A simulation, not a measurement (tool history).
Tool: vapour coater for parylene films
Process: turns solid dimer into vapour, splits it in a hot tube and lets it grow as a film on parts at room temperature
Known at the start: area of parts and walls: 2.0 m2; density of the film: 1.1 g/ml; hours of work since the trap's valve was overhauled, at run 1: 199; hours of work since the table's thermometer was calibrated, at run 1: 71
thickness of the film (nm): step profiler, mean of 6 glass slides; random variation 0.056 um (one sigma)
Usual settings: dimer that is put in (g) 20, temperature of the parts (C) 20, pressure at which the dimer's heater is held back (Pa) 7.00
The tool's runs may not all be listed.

run,hour,dimer that is put in (g),temperature of the parts (C),pressure at which the dimer's heater is held back (Pa),hours of work since the trap's valve was overhauled,hours of work since the table's thermometer was calibrated,thickness of the film (nm)
1,0.0,20,20,7.00,199,71,6110
2,12.7,20,20,7.00,208,80,6080
3,29.6,34,20,7.00,219,91,10480
4,42.0,15,20,7.00,227,99,4570
5,51.7,20,20,7.00,234,106,6060
6,65.5,20,20,7.00,243,115,6050
7,85.7,20,16,7.00,257,129,6630
8,100.2,20,20,7.00,267,139,5900
9,120.2,20,20,2.97,280,152,7110
10,133.1,20,20,2.97,289,161,7080
11,150.7,20,20,2.97,301,173,7060
12,159.6,20,20,2.97,307,179,6960
13,169.8,20,20,3.19,314,186,6920
14,181.5,20,20,7.00,322,193,5870
15,194.4,20,16,7.00,330,202,6580
16,214.7,20,16,7.00,344,216,6570
# hour 221.0: trap's valve overhauled
17,232.1,20,16,7.00,8,225,7490
18,241.2,20,16,7.00,14,231,7410
19,256.4,20,16,8.37,24,241,6940
20,265.8,20,31,8.37,30,248,4560
21,277.7,20,31,2.11,38,256,5960
22,288.5,20,31,2.11,46,263,5890
23,305.7,20,31,2.11,57,275,5920
24,323.9,20,31,2.11,69,287,5850
25,333.5,10,31,2.69,76,293,2830
26,351.9,10,31,2.69,88,306,2780
27,371.7,10,31,2.69,102,319,2800
28,387.2,32,27,11.30,112,330,7410
29,400.0,32,27,11.30,121,338,7450
30,413.3,11,27,11.30,130,347,2560
31,424.5,11,27,11.30,137,355,2570
32,439.9,11,27,11.30,148,365,2460
33,459.9,11,27,11.30,161,379,2510
34,470.6,28,27,7.24,169,386,6870
35,487.5,19,21,2.18,180,397,7180
36,504.5,20,31,7.00,191,409,4370
37,514.5,20,31,7.00,198,416,4400
38,534.7,20,31,7.00,212,429,4380
39,544.7,20,29,4.78,219,436,5060
40,564.0,12,25,7.07,232,449,3120
41,572.4,12,25,7.07,237,455,3170
42,589.9,12,25,7.07,249,466,3060
43,600.0,18,24,7.07,256,473,4720
44,614.8,11,16,7.07,266,483,3730
45,623.1,35,19,2.18,271,489,13670
46,638.9,12,12,3.83,282,500,4860
47,653.5,8,13,3.82,292,509,3230
48,672.9,8,13,3.82,305,523,3250

3 ways to go on from here, each from the tool as it stands after run 48. What would each give?
A,688.8,15,19,4.66,316,533,?
B,688.8,11,20,7.00,316,533,?
C,688.8,20,16,7.00,316,533,?

run,thickness of the film (nm)
A,4990
B,3220
C,6710
Without the tool's hidden state the same runs would have given:
run,thickness of the film (nm)
A,5560
B,3580
C,7470
